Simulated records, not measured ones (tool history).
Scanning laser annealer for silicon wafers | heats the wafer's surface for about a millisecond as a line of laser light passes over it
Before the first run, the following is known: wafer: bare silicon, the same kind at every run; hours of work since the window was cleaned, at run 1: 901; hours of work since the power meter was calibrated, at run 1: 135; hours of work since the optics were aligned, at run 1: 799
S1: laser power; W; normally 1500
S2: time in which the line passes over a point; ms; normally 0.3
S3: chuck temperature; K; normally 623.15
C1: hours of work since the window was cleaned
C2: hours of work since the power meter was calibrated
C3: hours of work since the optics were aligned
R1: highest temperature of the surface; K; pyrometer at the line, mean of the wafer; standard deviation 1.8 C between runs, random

Run 1, hour 0: usual settings; C1 901; C2 135; C3 799. Result: R1 1316.15 K.
Run 2, hour 33.9: usual settings but S2 0.341 ms; C1 917; C2 150; C3 815. Result: R1 1356.15 K.
Run 3, hour 65.5: usual settings but S2 0.227 ms; C1 932; C2 165; C3 830. Result: R1 1233.15 K.
Run 4, hour 90.8: usual settings but S2 0.227 ms; C1 944; C2 177; C3 842. Result: R1 1235.15 K.
Run 5, hour 122.2: usual settings but S2 0.227 ms, S3 603.15 K; C1 958; C2 192; C3 857. Result: R1 1209.15 K.
At hour 144.1: window over the wafer cleaned.
Run 6, hour 144.1: usual settings but S2 0.227 ms, S3 603.15 K; C1 0; C2 201; C3 866. Result: R1 1236.15 K.
Run 7, hour 167.8: usual settings; C1 11; C2 212; C3 877. Result: R1 1339.15 K.
Run 8, hour 195.1: usual settings; C1 24; C2 225; C3 890. Result: R1 1339.15 K.
Run 9, hour 217.4: usual settings but S1 1602 W; C1 34; C2 235; C3 900. Result: R1 1397.15 K.
Run 10, hour 259.4: usual settings; C1 54; C2 255; C3 920. Result: R1 1335.15 K.
Run 11, hour 283.5: usual settings; C1 65; C2 266; C3 931. Result: R1 1333.15 K.
Run 12, hour 306.9: usual settings; C1 76; C2 277; C3 942. Result: R1 1335.15 K.
Run 13, hour 350.5: usual settings; C1 97; C2 298; C3 962. Result: R1 1335.15 K.
Run 14, hour 388: usual settings; C1 114; C2 315; C3 980. Result: R1 1337.15 K.
Run 15, hour 428.8: usual settings; C1 133; C2 334; C3 999. Result: R1 1336.15 K.
Run 16, hour 461.7: usual settings but S1 1630 W; C1 148; C2 349; C3 1014. Result: R1 1411.15 K.
Run 17, hour 504.7: usual settings but S1 1630 W; C1 169; C2 370; C3 1034. Result: R1 1409.15 K.
Run 18, hour 532.4: usual settings but S2 0.211 ms; C1 182; C2 383; C3 1047. Result: R1 1231.15 K.
Run 19, hour 574.9: usual settings but S2 0.211 ms; C1 201; C2 402; C3 1067. Result: R1 1228.15 K.
Run 20, hour 611.4: usual settings but S2 0.211 ms; C1 219; C2 420; C3 1084. Result: R1 1230.15 K.
Run 21, hour 633: usual settings but S1 1418 W; C1 229; C2 430; C3 1094. Result: R1 1284.15 K.
Run 22, hour 653: usual settings but S1 1586 W, S2 0.23 ms, S3 630.15 K; C1 238; C2 439; C3 1104. Result: R1 1300.15 K.
Run 23, hour 672.2: usual settings but S1 1431 W, S2 0.243 ms, S3 657.15 K; C1 247; C2 448; C3 1113. Result: R1 1265.15 K.
Run 24, hour 700.1: usual settings but S1 1431 W, S2 0.243 ms, S3 657.15 K; C1 260; C2 461; C3 1126. Result: R1 1265.15 K.
Run 25, hour 720.7: usual settings but S1 1590 W, S3 648.15 K; C1 270; C2 471; C3 1135. Result: R1 1404.15 K.
Run 26, hour 746.4: usual settings but S1 1351 W, S3 622.15 K; C1 282; C2 483; C3 1147. Result: R1 1243.15 K.
Run 27, hour 783.7: usual settings but S1 1551 W, S2 0.274 ms, S3 660.15 K; C1 299; C2 500; C3 1165. Result: R1 1367.15 K.
Run 28, hour 826.6: usual settings but S1 1551 W, S2 0.274 ms, S3 660.15 K; C1 319; C2 520; C3 1185. Result: R1 1366.15 K.
At hour 858.8: optics aligned, line set to its width.
Run 29, hour 861.7: usual settings but S2 0.252 ms, S3 638.15 K; C1 333; C2 534; C3 1. Result: R1 1297.15 K.
Run 30, hour 888.7: usual settings but S1 1290 W, S2 0.321 ms, S3 638.15 K; C1 346; C2 547; C3 14. Result: R1 1248.15 K.
Run 31, hour 931.2: usual settings but S1 1290 W, S2 0.356 ms, S3 599.15 K; C1 366; C2 567; C3 34. Result: R1 1236.15 K.
Run 32, hour 971.3: usual settings but S1 1287 W, S2 0.288 ms, S3 599.15 K; C1 384; C2 585; C3 53. Result: R1 1178.15 K.
Run 33, hour 1007.2: usual settings but S1 1287 W, S2 0.288 ms, S3 599.15 K; C1 401; C2 602; C3 69. Result: R1 1178.15 K.
Run 34, hour 1036.8: usual settings but S1 1287 W, S2 0.288 ms, S3 599.15 K; C1 415; C2 616; C3 83. Result: R1 1170.15 K.
Run 35, hour 1066.4: usual settings but S1 1635 W, S2 0.288 ms, S3 627.15 K; C1 429; C2 630; C3 97. Result: R1 1397.15 K.
Run 36, hour 1088.4: usual settings but S1 1414 W, S2 0.259 ms, S3 657.15 K; C1 439; C2 640; C3 107. Result: R1 1269.15 K.
Run 37, hour 1111: usual settings but S1 1414 W, S2 0.357 ms, S3 657.15 K; C1 450; C2 651; C3 118. Result: R1 1370.15 K.
Run 38, hour 1144.6: usual settings but S1 1414 W, S2 0.357 ms, S3 657.15 K; C1 465; C2 666; C3 134. Result: R1 1369.15 K.
Run 39, hour 1173.6: usual settings but S1 1414 W, S2 0.335 ms, S3 610.15 K; C1 479; C2 680; C3 147. Result: R1 1297.15 K.
Run 40, hour 1191.5: usual settings but S1 1450 W, S3 646.15 K; C1 487; C2 688; C3 156. Result: R1 1322.15 K.
Run 41, hour 1232.8: usual settings but S1 1450 W, S3 646.15 K; C1 507; C2 708; C3 175. Result: R1 1323.15 K.
Run 42, hour 1276.4: usual settings but S1 1426 W, S2 0.221 ms, S3 603.15 K; C1 527; C2 728; C3 195. Result: R1 1180.15 K.

Table of differences, measured result less the result of that run with no hidden state. Run-to-run variation is the same in both. Gauge scatter possibly is not:
Hidden conditions of the tool in this case: light that passes the window, % of a clean one's; laser's true power over the reading, %; width of the line over the set one, %; drift of the gauge itself on peak_c, C.
run   R1
  1  -27
  2  -29
  3  -25
  4  -25
  5  -26
  6   -2
  7   -4
  8   -4
  9   -4
 10   -5
 11   -5
 12   -5
 13   -7
 14   -7
 15   -8
 16  -10
 17  -10
 18   -9
 19   -9
 20  -10
 21  -10
 22  -11
 23  -10
 24  -11
 25  -14
 26  -12
 27  -14
 28  -15
 29   -9
 30   -8
 31  -10
 32  -10
 33   -9
 34  -11
 35  -14
 36  -12
 37  -14
 38  -15
 39  -14
 40  -15
 41  -15
 42  -14
